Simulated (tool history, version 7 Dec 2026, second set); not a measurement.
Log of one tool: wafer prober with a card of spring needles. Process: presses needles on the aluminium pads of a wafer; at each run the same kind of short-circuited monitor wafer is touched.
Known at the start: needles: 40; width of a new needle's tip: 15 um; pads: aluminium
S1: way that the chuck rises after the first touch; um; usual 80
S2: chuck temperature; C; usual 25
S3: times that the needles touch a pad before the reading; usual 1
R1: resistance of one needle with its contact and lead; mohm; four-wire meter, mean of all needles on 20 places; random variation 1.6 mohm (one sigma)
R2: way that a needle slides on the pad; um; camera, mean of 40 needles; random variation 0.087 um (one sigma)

{"run": 1, "hour": 0.0, "S1": 80, "S2": 25, "S3": 1, "R1": 195, "R2": 18.39}
{"hour": 2.2, "done": "tips cleaned on abrasive film"}
{"hour": 10.6, "done": "tips cleaned on abrasive film"}
{"hour": 21.1, "done": "tips cleaned on abrasive film"}
{"hour": 31.5, "done": "tips cleaned on abrasive film"}
{"hour": 42.0, "done": "tips cleaned on abrasive film"}
{"run": 2, "hour": 49.6, "S1": 80, "S2": 78, "S3": 1, "R1": 207, "R2": 18.36}
{"hour": 51.7, "done": "tips cleaned on abrasive film"}
{"hour": 60.1, "done": "tips cleaned on abrasive film"}
{"hour": 70.6, "done": "tips cleaned on abrasive film"}
{"hour": 81.1, "done": "tips cleaned on abrasive film"}
{"hour": 91.6, "done": "tips cleaned on abrasive film"}
{"hour": 102.1, "done": "tips cleaned on abrasive film"}
{"hour": 112.6, "done": "tips cleaned on abrasive film"}
{"run": 3, "hour": 113.2, "S1": 80, "S2": 78, "S3": 1, "R1": 178, "R2": 18.09}
{"hour": 121.6, "done": "tips cleaned on abrasive film"}
{"hour": 130.0, "done": "tips cleaned on abrasive film"}
{"hour": 140.5, "done": "tips cleaned on abrasive film"}
{"hour": 148.9, "done": "tips cleaned on abrasive film"}
{"hour": 159.4, "done": "tips cleaned on abrasive film"}
{"hour": 169.9, "done": "tips cleaned on abrasive film"}
{"hour": 180.3, "done": "tips cleaned on abrasive film"}
{"run": 4, "hour": 186.1, "S1": 80, "S2": 78, "S3": 1, "R1": 203, "R2": 17.91}
{"hour": 190.4, "done": "tips cleaned on abrasive film"}
{"hour": 198.8, "done": "tips cleaned on abrasive film"}
{"hour": 209.3, "done": "tips cleaned on abrasive film"}
{"hour": 219.8, "done": "tips cleaned on abrasive film"}
{"hour": 230.2, "done": "tips cleaned on abrasive film"}
{"hour": 240.7, "done": "tips cleaned on abrasive film"}
{"hour": 249.1, "done": "tips cleaned on abrasive film"}
{"run": 5, "hour": 251.5, "S1": 96, "S2": 78, "S3": 1, "R1": 182, "R2": 21.56}
{"hour": 257.8, "done": "tips cleaned on abrasive film"}
{"hour": 268.3, "done": "tips cleaned on abrasive film"}
{"hour": 278.8, "done": "tips cleaned on abrasive film"}
{"hour": 289.2, "done": "tips cleaned on abrasive film"}
{"hour": 299.7, "done": "tips cleaned on abrasive film"}
{"run": 6, "hour": 304.5, "S1": 96, "S2": 78, "S3": 1, "R1": 192, "R2": 21.43}
{"hour": 308.8, "done": "tips cleaned on abrasive film"}
{"hour": 317.2, "done": "tips cleaned on abrasive film"}
{"hour": 327.7, "done": "tips cleaned on abrasive film"}
{"hour": 338.1, "done": "tips cleaned on abrasive film"}
{"hour": 348.6, "done": "tips cleaned on abrasive film"}
{"hour": 359.1, "done": "tips cleaned on abrasive film"}
{"hour": 367.5, "done": "tips cleaned on abrasive film"}
{"run": 7, "hour": 370.2, "S1": 80, "S2": 25, "S3": 2, "R1": 175, "R2": 17.32}
{"hour": 376.5, "done": "tips cleaned on abrasive film"}
{"hour": 384.9, "done": "tips cleaned on abrasive film"}
{"hour": 395.4, "done": "tips cleaned on abrasive film"}
{"hour": 405.9, "done": "tips cleaned on abrasive film"}
{"hour": 408.3, "done": "height of the first contact set anew"}
{"hour": 416.7, "done": "tips cleaned on abrasive film"}
{"hour": 427.2, "done": "tips cleaned on abrasive film"}
{"hour": 435.6, "done": "tips cleaned on abrasive film"}
{"hour": 444.0, "done": "tips cleaned on abrasive film"}
{"run": 8, "hour": 451.6, "S1": 80, "S2": 25, "S3": 1, "R1": 197, "R2": 18.81}
{"hour": 453.8, "done": "tips cleaned on abrasive film, once more"}
{"hour": 462.2, "done": "tips cleaned on abrasive film"}
{"hour": 472.7, "done": "tips cleaned on abrasive film"}
{"hour": 483.2, "done": "tips cleaned on abrasive film"}
{"hour": 493.7, "done": "tips cleaned on abrasive film"}
{"run": 9, "hour": 500.3, "S1": 80, "S2": 25, "S3": 1, "R1": 197, "R2": 18.71}
{"hour": 502.5, "done": "tips cleaned on abrasive film"}
{"hour": 512.9, "done": "tips cleaned on abrasive film"}
{"hour": 521.4, "done": "tips cleaned on abrasive film"}
{"hour": 529.8, "done": "tips cleaned on abrasive film"}
{"hour": 540.2, "done": "tips cleaned on abrasive film"}
{"hour": 550.7, "done": "tips cleaned on abrasive film"}
{"run": 10, "hour": 555.0, "S1": 80, "S2": 25, "S3": 1, "R1": 189, "R2": 18.4}
{"hour": 559.2, "done": "tips cleaned on abrasive film"}
{"hour": 569.7, "done": "tips cleaned on abrasive film"}
{"hour": 580.2, "done": "tips cleaned on abrasive film"}
{"hour": 590.7, "done": "tips cleaned on abrasive film"}
{"hour": 601.1, "done": "tips cleaned on abrasive film"}
{"hour": 611.6, "done": "tips cleaned on abrasive film"}
{"hour": 622.1, "done": "tips cleaned on abrasive film"}
{"hour": 631.7, "done": "tips cleaned on abrasive film"}
{"run": 11, "hour": 631.7, "S1": 80, "S2": 25, "S3": 1, "R1": 169, "R2": 18.32}
{"hour": 642.2, "done": "tips cleaned on abrasive film"}
{"hour": 652.7, "done": "tips cleaned on abrasive film"}
{"hour": 661.1, "done": "tips cleaned on abrasive film"}
{"hour": 671.5, "done": "tips cleaned on abrasive film"}
{"hour": 680.0, "done": "tips cleaned on abrasive film"}
{"hour": 688.4, "done": "tips cleaned on abrasive film"}
{"hour": 698.8, "done": "tips cleaned on abrasive film"}
{"run": 12, "hour": 703.1, "S1": 80, "S2": 118, "S3": 2, "R1": 198, "R2": 18.11}
{"hour": 707.4, "done": "tips cleaned on abrasive film"}
{"hour": 715.8, "done": "tips cleaned on abrasive film"}
{"hour": 726.3, "done": "tips cleaned on abrasive film"}
{"hour": 734.7, "done": "tips cleaned on abrasive film"}
{"hour": 745.1, "done": "tips cleaned on abrasive film"}
{"run": 13, "hour": 752.7, "S1": 80, "S2": 26, "S3": 1, "R1": 207, "R2": 17.94}
{"hour": 754.9, "done": "tips cleaned on abrasive film"}
{"hour": 763.3, "done": "tips cleaned on abrasive film"}
{"hour": 773.8, "done": "tips cleaned on abrasive film"}
{"hour": 782.2, "done": "tips cleaned on abrasive film"}
{"hour": 792.6, "done": "tips cleaned on abrasive film"}
{"hour": 801.1, "done": "tips cleaned on abrasive film"}
{"hour": 811.5, "done": "tips cleaned on abrasive film"}
{"run": 14, "hour": 813.5, "S1": 80, "S2": 26, "S3": 1, "R1": 184, "R2": 17.73}
{"hour": 821.9, "done": "tips cleaned on abrasive film"}
{"hour": 832.4, "done": "tips cleaned on abrasive film"}
{"hour": 842.8, "done": "tips cleaned on abrasive film"}
{"hour": 853.3, "done": "tips cleaned on abrasive film"}
{"hour": 863.8, "done": "tips cleaned on abrasive film"}
{"hour": 874.3, "done": "tips cleaned on abrasive film"}
{"hour": 882.7, "done": "tips cleaned on abrasive film"}
{"hour": 893.2, "done": "tips cleaned on abrasive film"}
{"run": 15, "hour": 896.8, "S1": 80, "S2": 26, "S3": 1, "R1": 191, "R2": 17.46}
{"hour": 903.1, "done": "tips cleaned on abrasive film"}
{"hour": 911.5, "done": "tips cleaned on abrasive film"}
{"hour": 922.0, "done": "tips cleaned on abrasive film"}
{"hour": 934.0, "done": "card fitted with new needles"}
{"hour": 942.4, "done": "tips cleaned on abrasive film"}
{"hour": 952.9, "done": "tips cleaned on abrasive film"}
{"run": 16, "hour": 959.5, "S1": 62, "S2": 25, "S3": 1, "R1": 197, "R2": 14.49}
{"hour": 961.7, "done": "tips cleaned on abrasive film"}
{"hour": 970.1, "done": "tips cleaned on abrasive film"}
{"hour": 978.5, "done": "tips cleaned on abrasive film"}
{"hour": 989.0, "done": "tips cleaned on abrasive film"}
{"hour": 997.4, "done": "tips cleaned on abrasive film"}
{"run": 17, "hour": 997.6, "S1": 80, "S2": 62, "S3": 1, "R1": 168, "R2": 18.51}
{"hour": 1006.0, "done": "tips cleaned on abrasive film"}
{"hour": 1016.5, "done": "tips cleaned on abrasive film"}
{"hour": 1024.9, "done": "tips cleaned on abrasive film"}
{"hour": 1035.4, "done": "tips cleaned on abrasive film"}
{"hour": 1043.8, "done": "tips cleaned on abrasive film"}
{"hour": 1054.3, "done": "tips cleaned on abrasive film"}
{"run": 18, "hour": 1058.1, "S1": 80, "S2": 62, "S3": 1, "R1": 185, "R2": 18.47}
{"hour": 1064.4, "done": "tips cleaned on abrasive film"}
{"hour": 1074.9, "done": "tips cleaned on abrasive film"}
{"hour": 1085.4, "done": "tips cleaned on abrasive film"}
{"hour": 1093.8, "done": "tips cleaned on abrasive film"}
{"run": 19, "hour": 1098.1, "S1": 80, "S2": 62, "S3": 1, "R1": 184, "R2": 18.31}
{"hour": 1102.4, "done": "tips cleaned on abrasive film"}
{"hour": 1112.9, "done": "tips cleaned on abrasive film"}
{"hour": 1123.3, "done": "tips cleaned on abrasive film"}
{"hour": 1133.8, "done": "tips cleaned on abrasive film"}
{"hour": 1142.2, "done": "tips cleaned on abrasive film"}
{"hour": 1152.7, "done": "tips cleaned on abrasive film"}
{"hour": 1163.2, "done": "tips cleaned on abrasive film"}
{"run": 20, "hour": 1164.8, "S1": 71, "S2": 107, "S3": 3, "R1": 179, "R2": 16.11}
{"hour": 1173.2, "done": "tips cleaned on abrasive film"}
{"hour": 1181.6, "done": "tips cleaned on abrasive film"}
{"hour": 1192.1, "done": "tips cleaned on abrasive film"}
{"hour": 1200.5, "done": "tips cleaned on abrasive film"}
{"hour": 1211.0, "done": "tips cleaned on abrasive film"}
{"hour": 1221.4, "done": "tips cleaned on abrasive film"}
{"run": 21, "hour": 1221.7, "S1": 69, "S2": 26, "S3": 2, "R1": 168, "R2": 15.3}
{"hour": 1230.1, "done": "tips cleaned on abrasive film"}
{"hour": 1240.5, "done": "tips cleaned on abrasive film"}
{"hour": 1249.0, "done": "tips cleaned on abrasive film"}
{"hour": 1259.4, "done": "tips cleaned on abrasive film"}
{"hour": 1267.8, "done": "tips cleaned on abrasive film"}
{"hour": 1278.3, "done": "tips cleaned on abrasive film"}
{"hour": 1288.8, "done": "tips cleaned on abrasive film"}
{"run": 22, "hour": 1293.4, "S1": 69, "S2": 26, "S3": 2, "R1": 181, "R2": 15.2}

Forecast each of these 4 alternatives for the next run:
{"hour": 1297.6, "done": "tips cleaned on abrasive film"}
{"hour": 1308.1, "done": "tips cleaned on abrasive film"}
{"hour": 1318.6, "done": "tips cleaned on abrasive film"}
{"hour": 1329.1, "done": "tips cleaned on abrasive film"}
{"hour": 1339.6, "done": "tips cleaned on abrasive film"}
{"hour": 1348.0, "done": "tips cleaned on abrasive film"}
{"hour": 1358.4, "done": "tips cleaned on abrasive film"}
{"hour": 1366.9, "done": "tips cleaned on abrasive film"}
{"run": "A", "hour": 1371.5, "S1": 82, "S2": 119, "S3": 3, "R1": "?", "R2": "?"}
{"hour": 1297.6, "done": "tips cleaned on abrasive film"}
{"hour": 1308.1, "done": "tips cleaned on abrasive film"}
{"hour": 1318.6, "done": "tips cleaned on abrasive film"}
{"hour": 1329.1, "done": "tips cleaned on abrasive film"}
{"hour": 1339.6, "done": "tips cleaned on abrasive film"}
{"hour": 1348.0, "done": "tips cleaned on abrasive film"}
{"hour": 1358.4, "done": "tips cleaned on abrasive film"}
{"hour": 1366.9, "done": "tips cleaned on abrasive film"}
{"run": "B", "hour": 1371.5, "S1": 94, "S2": 25, "S3": 2, "R1": "?", "R2": "?"}
{"hour": 1297.6, "done": "tips cleaned on abrasive film"}
{"hour": 1308.1, "done": "tips cleaned on abrasive film"}
{"hour": 1318.6, "done": "tips cleaned on abrasive film"}
{"hour": 1329.1, "done": "tips cleaned on abrasive film"}
{"hour": 1339.6, "done": "tips cleaned on abrasive film"}
{"hour": 1348.0, "done": "tips cleaned on abrasive film"}
{"hour": 1358.4, "done": "tips cleaned on abrasive film"}
{"hour": 1366.9, "done": "tips cleaned on abrasive film"}
{"run": "C", "hour": 1371.5, "S1": 80, "S2": 74, "S3": 1, "R1": "?", "R2": "?"}
{"hour": 1297.6, "done": "tips cleaned on abrasive film"}
{"hour": 1308.1, "done": "tips cleaned on abrasive film"}
{"hour": 1318.6, "done": "tips cleaned on abrasive film"}
{"hour": 1329.1, "done": "tips cleaned on abrasive film"}
{"hour": 1339.6, "done": "tips cleaned on abrasive film"}
{"hour": 1348.0, "done": "tips cleaned on abrasive film"}
{"hour": 1358.4, "done": "tips cleaned on abrasive film"}
{"hour": 1366.9, "done": "tips cleaned on abrasive film"}
{"run": "D", "hour": 1371.5, "S1": 80, "S2": 42, "S3": 2, "R1": "?", "R2": "?"}

run=A R1=185 R2=18.14
run=B R1=172 R2=20.96
run=C R1=194 R2=17.60
run=D R1=176 R2=17.61
Without the tool's hidden state the same runs would have given:
run=A R1=176 R2=19.35
run=B R1=159 R2=22.16
run=C R1=169 R2=18.80
run=D R1=160 R2=18.81

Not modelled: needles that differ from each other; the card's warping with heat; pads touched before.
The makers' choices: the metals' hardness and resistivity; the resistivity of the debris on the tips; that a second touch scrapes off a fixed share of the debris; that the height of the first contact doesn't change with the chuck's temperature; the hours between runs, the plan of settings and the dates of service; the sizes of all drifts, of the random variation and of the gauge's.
